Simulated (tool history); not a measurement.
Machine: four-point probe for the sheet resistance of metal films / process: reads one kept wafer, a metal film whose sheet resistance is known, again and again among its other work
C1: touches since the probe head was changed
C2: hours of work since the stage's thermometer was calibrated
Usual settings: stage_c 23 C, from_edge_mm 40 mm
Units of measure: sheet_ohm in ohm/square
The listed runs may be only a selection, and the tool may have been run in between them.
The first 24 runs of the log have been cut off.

Run 25, hour 1588.4: usual settings but stage_c 30 C, from_edge_mm 52 mm; C1 56426; C2 1172. Result: sheet_ohm 0.121167 ohm/square.
Run 26, hour 1638.1: usual settings but stage_c 28 C, from_edge_mm 21 mm; C1 57872; C2 1205. Result: sheet_ohm 0.121353 ohm/square.
Run 27, hour 1735.6: usual settings but stage_c 28 C, from_edge_mm 21 mm; C1 60712; C2 1271. Result: sheet_ohm 0.12132 ohm/square.
Run 28, hour 1829.2: usual settings but stage_c 22 C; C1 63438; C2 1334. Result: sheet_ohm 0.121441 ohm/square.
Run 29, hour 1917.4: usual settings but stage_c 22 C; C1 66004; C2 1393. Result: sheet_ohm 0.12143 ohm/square.
Run 30, hour 2017.4: usual settings but stage_c 24 C, from_edge_mm 54 mm; C1 68917; C2 1460. Result: sheet_ohm 0.121256 ohm/square.
Run 31, hour 2068.7: usual settings but stage_c 18 C, from_edge_mm 10 mm; C1 70409; C2 1494. Result: sheet_ohm 0.122189 ohm/square.
Run 32, hour 2114.9: usual settings but stage_c 18 C, from_edge_mm 10 mm; C1 71756; C2 1525. Result: sheet_ohm 0.122159 ohm/square.
At hour 2145.8: stage's thermometer calibrated.
Run 33, hour 2188.8: usual settings but stage_c 27 C, from_edge_mm 29 mm; C1 73891; C2 29. Result: sheet_ohm 0.121223 ohm/square.
Run 34, hour 2232.8: usual settings but stage_c 28 C, from_edge_mm 9 mm; C1 75172; C2 58. Result: sheet_ohm 0.121868 ohm/square.
Run 35, hour 2301.4: usual settings but from_edge_mm 6 mm; C1 77171; C2 104. Result: sheet_ohm 0.123045 ohm/square.
Run 36, hour 2358.7: usual settings but stage_c 33 C, from_edge_mm 55 mm; C1 78837; C2 143. Result: sheet_ohm 0.120814 ohm/square.
Run 37, hour 2456.9: usual settings but stage_c 33 C, from_edge_mm 55 mm; C1 81698; C2 209. Result: sheet_ohm 0.120778 ohm/square.
Run 38, hour 2560.2: usual settings but stage_c 22 C, from_edge_mm 10 mm; C1 84705; C2 278. Result: sheet_ohm 0.121871 ohm/square.
Run 39, hour 2655: usual settings but stage_c 26 C, from_edge_mm 44 mm; C1 87465; C2 342. Result: sheet_ohm 0.121038 ohm/square.
Run 40, hour 2698.6: usual settings but stage_c 24 C, from_edge_mm 52 mm; C1 88735; C2 371. Result: sheet_ohm 0.121067 ohm/square.
Run 41, hour 2796: usual settings but stage_c 25 C, from_edge_mm 3 mm; C1 91571; C2 436. Result: sheet_ohm 0.127774 ohm/square.
Run 42, hour 2864.3: usual settings but stage_c 35 C, from_edge_mm 3 mm; C1 93560; C2 482. Result: sheet_ohm 0.1273 ohm/square.
Run 43, hour 2955.3: usual settings but stage_c 30 C, from_edge_mm 3 mm; C1 96210; C2 543. Result: sheet_ohm 0.127486 ohm/square.
Run 44, hour 3028.8: usual settings but stage_c 25 C, from_edge_mm 9 mm; C1 98349; C2 592. Result: sheet_ohm 0.121723 ohm/square.

Below are 4 alternative next runs, each starting from the tool's condition after run 44. Predict each:
Run A, hour 3081.5: usual settings but stage_c 19 C, from_edge_mm 5 mm; C1 99883; C2 628. Result: sheet_ohm ?.
Run B, hour 3081.5: usual settings but stage_c 18 C; C1 99883; C2 628. Result: sheet_ohm ?.
Run C, hour 3081.5: usual settings but stage_c 28 C, from_edge_mm 22 mm; C1 99883; C2 628. Result: sheet_ohm ?.
Run D, hour 3081.5: usual settings but stage_c 35 C, from_edge_mm 4 mm; C1 99883; C2 628. Result: sheet_ohm ?.

run  sheet_ohm
  A   0.123711
  B   0.121227
  C   0.120824
  D   0.124335
What these runs would have given with no unlogged condition in the tool:
run  sheet_ohm
  A   0.125078
  B   0.122568
  C    0.12216
  D   0.125706
